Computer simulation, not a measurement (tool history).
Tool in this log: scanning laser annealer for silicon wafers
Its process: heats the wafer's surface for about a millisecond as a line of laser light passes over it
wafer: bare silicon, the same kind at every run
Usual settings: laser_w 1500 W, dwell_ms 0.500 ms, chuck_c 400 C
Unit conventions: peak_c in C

{"run": 1, "hour": 0.0, "laser_w": 1500, "dwell_ms": 0.5, "chuck_c": 400, "peak_c": 1244}
{"run": 2, "hour": 12.7, "laser_w": 1500, "dwell_ms": 0.5, "chuck_c": 400, "peak_c": 1245}
{"run": 3, "hour": 25.4, "laser_w": 1500, "dwell_ms": 0.364, "chuck_c": 400, "peak_c": 1102}
{"run": 4, "hour": 33.9, "laser_w": 1500, "dwell_ms": 0.364, "chuck_c": 400, "peak_c": 1103}
{"run": 5, "hour": 41.7, "laser_w": 1429, "dwell_ms": 0.5, "chuck_c": 400, "peak_c": 1206}
{"run": 6, "hour": 50.8, "laser_w": 1429, "dwell_ms": 0.5, "chuck_c": 400, "peak_c": 1210}
{"run": 7, "hour": 64.5, "laser_w": 1500, "dwell_ms": 0.5, "chuck_c": 424, "peak_c": 1268}
{"run": 8, "hour": 73.8, "laser_w": 1500, "dwell_ms": 0.5, "chuck_c": 424, "peak_c": 1267}
{"run": 9, "hour": 81.8, "laser_w": 1500, "dwell_ms": 0.5, "chuck_c": 400, "peak_c": 1245}
{"run": 10, "hour": 88.5, "laser_w": 1500, "dwell_ms": 0.5, "chuck_c": 400, "peak_c": 1247}
{"run": 11, "hour": 103.5, "laser_w": 1500, "dwell_ms": 0.5, "chuck_c": 400, "peak_c": 1246}
{"run": 12, "hour": 119.1, "laser_w": 1500, "dwell_ms": 0.5, "chuck_c": 400, "peak_c": 1248}
{"run": 13, "hour": 131.5, "laser_w": 1500, "dwell_ms": 0.5, "chuck_c": 400, "peak_c": 1247}
{"run": 14, "hour": 138.7, "laser_w": 1500, "dwell_ms": 0.5, "chuck_c": 400, "peak_c": 1247}
{"run": 15, "hour": 150.9, "laser_w": 1500, "dwell_ms": 0.5, "chuck_c": 400, "peak_c": 1248}
{"run": 16, "hour": 166.3, "laser_w": 1500, "dwell_ms": 0.5, "chuck_c": 400, "peak_c": 1247}
{"run": 17, "hour": 177.0, "laser_w": 1500, "dwell_ms": 0.5, "chuck_c": 400, "peak_c": 1247}
{"run": 18, "hour": 192.5, "laser_w": 1500, "dwell_ms": 0.5, "chuck_c": 400, "peak_c": 1245}
{"run": 19, "hour": 203.1, "laser_w": 1500, "dwell_ms": 0.5, "chuck_c": 400, "peak_c": 1244}
{"run": 20, "hour": 217.5, "laser_w": 1500, "dwell_ms": 0.5, "chuck_c": 400, "peak_c": 1249}
{"run": 21, "hour": 232.3, "laser_w": 1585, "dwell_ms": 0.404, "chuck_c": 400, "peak_c": 1185}
{"run": 22, "hour": 239.0, "laser_w": 1585, "dwell_ms": 0.404, "chuck_c": 400, "peak_c": 1186}
{"run": 23, "hour": 245.8, "laser_w": 1344, "dwell_ms": 0.513, "chuck_c": 368, "peak_c": 1142}
{"run": 24, "hour": 259.2, "laser_w": 1344, "dwell_ms": 0.513, "chuck_c": 412, "peak_c": 1189}
{"run": 25, "hour": 273.8, "laser_w": 1344, "dwell_ms": 0.359, "chuck_c": 412, "peak_c": 1043}
{"run": 26, "hour": 288.7, "laser_w": 1344, "dwell_ms": 0.359, "chuck_c": 412, "peak_c": 1040}
{"run": 27, "hour": 299.1, "laser_w": 1344, "dwell_ms": 0.359, "chuck_c": 412, "peak_c": 1039}
{"run": 28, "hour": 314.0, "laser_w": 1500, "dwell_ms": 0.468, "chuck_c": 389, "peak_c": 1204}
{"run": 29, "hour": 326.8, "laser_w": 1500, "dwell_ms": 0.468, "chuck_c": 389, "peak_c": 1203}
{"run": 30, "hour": 342.1, "laser_w": 1500, "dwell_ms": 0.357, "chuck_c": 436, "peak_c": 1130}
{"run": 31, "hour": 351.2, "laser_w": 1450, "dwell_ms": 0.562, "chuck_c": 400, "peak_c": 1276}
{"run": 32, "hour": 359.0, "laser_w": 1309, "dwell_ms": 0.499, "chuck_c": 363, "peak_c": 1107}
{"run": 33, "hour": 366.5, "laser_w": 1466, "dwell_ms": 0.553, "chuck_c": 363, "peak_c": 1239}
{"run": 34, "hour": 373.1, "laser_w": 1399, "dwell_ms": 0.553, "chuck_c": 363, "peak_c": 1206}
{"run": 35, "hour": 385.9, "laser_w": 1399, "dwell_ms": 0.553, "chuck_c": 363, "peak_c": 1204}
{"run": 36, "hour": 399.0, "laser_w": 1368, "dwell_ms": 0.438, "chuck_c": 404, "peak_c": 1121}
{"run": 37, "hour": 407.4, "laser_w": 1368, "dwell_ms": 0.438, "chuck_c": 361, "peak_c": 1079}
{"run": 38, "hour": 419.5, "laser_w": 1368, "dwell_ms": 0.366, "chuck_c": 388, "peak_c": 1036}
{"run": 39, "hour": 430.2, "laser_w": 1512, "dwell_ms": 0.5, "chuck_c": 376, "peak_c": 1227}
{"run": 40, "hour": 444.3, "laser_w": 1557, "dwell_ms": 0.556, "chuck_c": 412, "peak_c": 1345}

Missing from the log above: 1 entry noted between runs. For each, name the pair of listed runs it sits between and say how the tool's hidden condition differs from the listed run just before to the listed run just after:
After run 10, before run 11: window over the wafer cleaned (hour 93.5)
  light that passes the window, % of a clean one's: 99.66 -> 99.98
  measured result minus the result with no hidden state, peak_c: -3 -> -1 C

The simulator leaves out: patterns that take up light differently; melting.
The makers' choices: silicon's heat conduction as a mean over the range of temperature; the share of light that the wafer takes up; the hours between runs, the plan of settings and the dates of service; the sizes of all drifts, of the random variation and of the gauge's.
